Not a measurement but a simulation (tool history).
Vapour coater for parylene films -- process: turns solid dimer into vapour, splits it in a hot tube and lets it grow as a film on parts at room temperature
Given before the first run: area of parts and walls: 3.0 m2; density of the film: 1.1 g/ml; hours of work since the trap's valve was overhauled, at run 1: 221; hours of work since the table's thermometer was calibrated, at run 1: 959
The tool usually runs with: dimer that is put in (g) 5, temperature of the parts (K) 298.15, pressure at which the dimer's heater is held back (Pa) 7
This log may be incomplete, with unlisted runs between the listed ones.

| run | day | dimer that is put in (g) | temperature of the parts (K) | pressure at which the dimer's heater is held back (Pa) | hours of work since the trap's valve was overhauled | hours of work since the table's thermometer was calibrated | thickness of the film (µm) |
|---|---|---|---|---|---|---|---|
| 1 | 0 | 5 | 298.15 | 7 | 221 | 959 | 1.06 |
| 2 | 1.925 | 5 | 298.15 | 7 | 249 | 987 | 1.05 |
| 3 | 3.017 | 5 | 301.15 | 7 | 265 | 1003 | 0.93 |
| 4 | 4.179 | 5 | 301.15 | 7 | 282 | 1020 | 0.93 |
| 5 | 5.517 | 5 | 299.15 | 7 | 302 | 1040 | 0.99 |
| 6 | 6.729 | 5 | 299.15 | 7 | 319 | 1057 | 0.98 |
| 7 | 8.071 | 5 | 299.15 | 7 | 339 | 1077 | 1.02 |
| 8 | 9.867 | 5 | 299.15 | 7 | 365 | 1103 | 0.97 |
| 9 | 10.921 | 5 | 299.15 | 7 | 381 | 1119 | 0.98 |
| 10 | 11.792 | 5 | 299.15 | 7 | 393 | 1131 | 0.97 |
| 11 | 12.912 | 5 | 299.15 | 7 | 410 | 1148 | 0.99 |
| 12 | 14.8 | 5 | 299.15 | 7 | 437 | 1175 | 0.97 |
| 13 | 16.296 | 5 | 299.15 | 7 | 459 | 1197 | 0.96 |
| 14 | 17.188 | 5 | 299.15 | 7 | 472 | 1210 | 0.96 |
| 15 | 19.05 | 5 | 299.15 | 7 | 499 | 1237 | 0.95 |
| 16 | 21.071 | 5 | 299.15 | 7 | 529 | 1267 | 0.95 |
| 17 | 23.025 | 5 | 299.15 | 7 | 557 | 1295 | 0.94 |
|  | 23.988 | trap's valve overhauled |
| 18 | 25.108 | 5 | 298.15 | 7 | 16 | 1323 | 1.13 |
| 19 | 26.317 | 5 | 298.15 | 7 | 34 | 1341 | 1.11 |
| 20 | 28.15 | 5 | 298.15 | 7 | 61 | 1368 | 1.11 |
| 21 | 29.025 | 5 | 298.15 | 7 | 74 | 1381 | 1.11 |
| 22 | 30.9 | 5 | 298.15 | 7 | 101 | 1408 | 1.11 |
| 23 | 32.908 | 5 | 298.15 | 7 | 130 | 1437 | 1.11 |
| 24 | 34.404 | 5 | 298.15 | 7 | 152 | 1459 | 1.1 |
| 25 | 35.888 | 5 | 298.15 | 7 | 174 | 1481 | 1.08 |
| 26 | 37.221 | 5 | 298.15 | 7 | 193 | 1500 | 1.09 |
| 27 | 38.354 | 3 | 296.15 | 2.89 | 210 | 1517 | 0.76 |
| 28 | 39.292 | 2 | 301.15 | 10.95 | 224 | 1531 | 0.36 |
| 29 | 41.279 | 2 | 301.15 | 10.95 | 253 | 1560 | 0.37 |
|  | 41.875 | table's thermometer calibrated |
| 30 | 42.796 | 7 | 299.15 | 8.01 | 274 | 13 | 1.39 |
| 31 | 43.867 | 7 | 299.15 | 8.01 | 290 | 29 | 1.4 |
| 32 | 45.621 | 5 | 294.15 | 7 | 316 | 55 | 1.23 |
| 33 | 46.9 | 4 | 294.15 | 8.41 | 334 | 73 | 0.95 |
| 34 | 48.292 | 4 | 294.15 | 8.41 | 355 | 94 | 0.96 |
| 35 | 49.288 | 3 | 291.15 | 5.88 | 369 | 108 | 0.83 |
| 36 | 50.762 | 2 | 291.15 | 9.9 | 391 | 130 | 0.55 |
| 37 | 52.475 | 5 | 306.15 | 3.14 | 416 | 155 | 0.78 |
| 38 | 54.158 | 5 | 306.15 | 3.14 | 440 | 179 | 0.78 |
| 39 | 55.033 | 3 | 296.15 | 10.09 | 453 | 192 | 0.64 |
| 40 | 56.392 | 3 | 296.15 | 10.09 | 473 | 212 | 0.62 |
| 41 | 58.175 | 5 | 298.15 | 9.73 | 499 | 238 | 0.97 |
| 42 | 59.558 | 4 | 290.15 | 2.29 | 519 | 258 | 1.06 |
| 43 | 60.729 | 4 | 290.15 | 2.29 | 536 | 275 | 1.04 |
| 44 | 61.596 | 4 | 290.15 | 2.29 | 549 | 288 | 1.06 |
|  | 63.104 | trap's valve overhauled |
| 45 | 63.492 | 4 | 290.15 | 2.29 | 6 | 313 | 1.19 |

Measured result minus the same run's result without the hidden state. Both carry the same run-to-run variation, though not necessarily the same gauge scatter:
What the log doesn't record here: vapour lost through the trap's worn valve, %; true temperature of the parts over the reading, C; drift of the gauge itself on film_um, %.
| run | thickness of the film (µm) |
|---|---|
| 1 | -0.04 |
| 2 | -0.05 |
| 3 | -0.05 |
| 4 | -0.05 |
| 5 | -0.06 |
| 6 | -0.06 |
| 7 | -0.06 |
| 8 | -0.07 |
| 9 | -0.07 |
| 10 | -0.07 |
| 11 | -0.08 |
| 12 | -0.09 |
| 13 | -0.09 |
| 14 | -0.09 |
| 15 | -0.1 |
| 16 | -0.11 |
| 17 | -0.11 |
| 18 | +0.02 |
| 19 | +0.01 |
| 20 | +0 |
| 21 | +0 |
| 22 | -0.01 |
| 23 | -0.01 |
| 24 | -0.01 |
| 25 | -0.02 |
| 26 | -0.03 |
| 27 | -0.02 |
| 28 | -0.01 |
| 29 | -0.02 |
| 30 | -0.08 |
| 31 | -0.09 |
| 32 | -0.08 |
| 33 | -0.07 |
| 34 | -0.07 |
| 35 | -0.07 |
| 36 | -0.04 |
| 37 | -0.07 |
| 38 | -0.08 |
| 39 | -0.07 |
| 40 | -0.06 |
| 41 | -0.11 |
| 42 | -0.13 |
| 43 | -0.13 |
| 44 | -0.13 |
| 45 | +0 |
